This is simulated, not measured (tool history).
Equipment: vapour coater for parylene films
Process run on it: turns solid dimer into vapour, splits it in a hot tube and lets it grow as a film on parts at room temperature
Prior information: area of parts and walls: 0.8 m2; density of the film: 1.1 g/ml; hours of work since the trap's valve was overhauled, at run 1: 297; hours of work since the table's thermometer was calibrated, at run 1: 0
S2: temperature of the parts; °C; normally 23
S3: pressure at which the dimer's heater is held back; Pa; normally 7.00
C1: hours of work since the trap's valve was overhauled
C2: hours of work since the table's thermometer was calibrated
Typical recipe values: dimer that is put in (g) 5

{"run": 1, "hour": 0.0, "dimer that is put in (g)": 5, "S2": 23, "S3": 7.0, "C1": 297, "C2": 0, "thickness of the film (µm)": 2.53}
{"run": 2, "hour": 23.2, "dimer that is put in (g)": 5, "S2": 23, "S3": 7.0, "C1": 313, "C2": 15, "thickness of the film (µm)": 2.52}
{"run": 3, "hour": 47.8, "dimer that is put in (g)": 5, "S2": 23, "S3": 7.0, "C1": 329, "C2": 32, "thickness of the film (µm)": 2.5}
{"run": 4, "hour": 95.9, "dimer that is put in (g)": 5, "S2": 34, "S3": 7.0, "C1": 361, "C2": 63, "thickness of the film (µm)": 1.83}
{"run": 5, "hour": 143.4, "dimer that is put in (g)": 5, "S2": 34, "S3": 7.0, "C1": 392, "C2": 95, "thickness of the film (µm)": 1.83}
{"run": 6, "hour": 183.8, "dimer that is put in (g)": 5, "S2": 34, "S3": 7.0, "C1": 419, "C2": 122, "thickness of the film (µm)": 1.78}
{"run": 7, "hour": 232.6, "dimer that is put in (g)": 3, "S2": 23, "S3": 7.0, "C1": 451, "C2": 154, "thickness of the film (µm)": 1.48}
{"run": 8, "hour": 275.9, "dimer that is put in (g)": 3, "S2": 23, "S3": 7.0, "C1": 480, "C2": 183, "thickness of the film (µm)": 1.46}
{"hour": 282.5, "done": "trap's valve overhauled"}
{"run": 9, "hour": 318.4, "dimer that is put in (g)": 3, "S2": 28, "S3": 7.0, "C1": 24, "C2": 208, "thickness of the film (µm)": 1.21}
{"run": 10, "hour": 365.9, "dimer that is put in (g)": 8, "S2": 23, "S3": 7.0, "C1": 55, "C2": 239, "thickness of the film (µm)": 3.79}
{"run": 11, "hour": 414.3, "dimer that is put in (g)": 8, "S2": 21, "S3": 7.0, "C1": 87, "C2": 271, "thickness of the film (µm)": 4.03}
{"hour": 436.5, "done": "trap's valve overhauled, once more"}
{"run": 12, "hour": 467.3, "dimer that is put in (g)": 2, "S2": 17, "S3": 7.0, "C1": 20, "C2": 304, "thickness of the film (µm)": 1.25}
{"run": 13, "hour": 516.2, "dimer that is put in (g)": 2, "S2": 35, "S3": 7.0, "C1": 53, "C2": 336, "thickness of the film (µm)": 0.69}
{"run": 14, "hour": 563.7, "dimer that is put in (g)": 2, "S2": 35, "S3": 7.0, "C1": 84, "C2": 368, "thickness of the film (µm)": 0.73}
{"run": 15, "hour": 607.6, "dimer that is put in (g)": 5, "S2": 16, "S3": 3.05, "C1": 113, "C2": 397, "thickness of the film (µm)": 3.53}
{"run": 16, "hour": 657.3, "dimer that is put in (g)": 5, "S2": 23, "S3": 2.83, "C1": 146, "C2": 430, "thickness of the film (µm)": 2.87}
{"run": 17, "hour": 683.0, "dimer that is put in (g)": 5, "S2": 22, "S3": 7.0, "C1": 163, "C2": 447, "thickness of the film (µm)": 2.64}
{"run": 18, "hour": 711.5, "dimer that is put in (g)": 3, "S2": 23, "S3": 7.76, "C1": 182, "C2": 465, "thickness of the film (µm)": 1.52}

Across each entry between runs, compare the hidden state at the last listed run before it with the hidden state at the first listed run after it:
From run 8 to run 9: trap's valve overhauled (hour 282.5)
  vapour lost through the trap's worn valve, %: 6.9 -> 9.6; true temperature of the parts over the reading, C: 0.26 -> 0.29
  the result without the hidden state subtracted from the measured one, thickness of the film (µm): -0.12 -> -0.14
From run 11 to run 12: trap's valve overhauled, once more (hour 436.5)
  vapour lost through the trap's worn valve, %: 10.4 -> 0.6; true temperature of the parts over the reading, C: 0.36 -> 0.39
  the result without the hidden state subtracted from the measured one, thickness of the film (µm): -0.52 -> -0.02
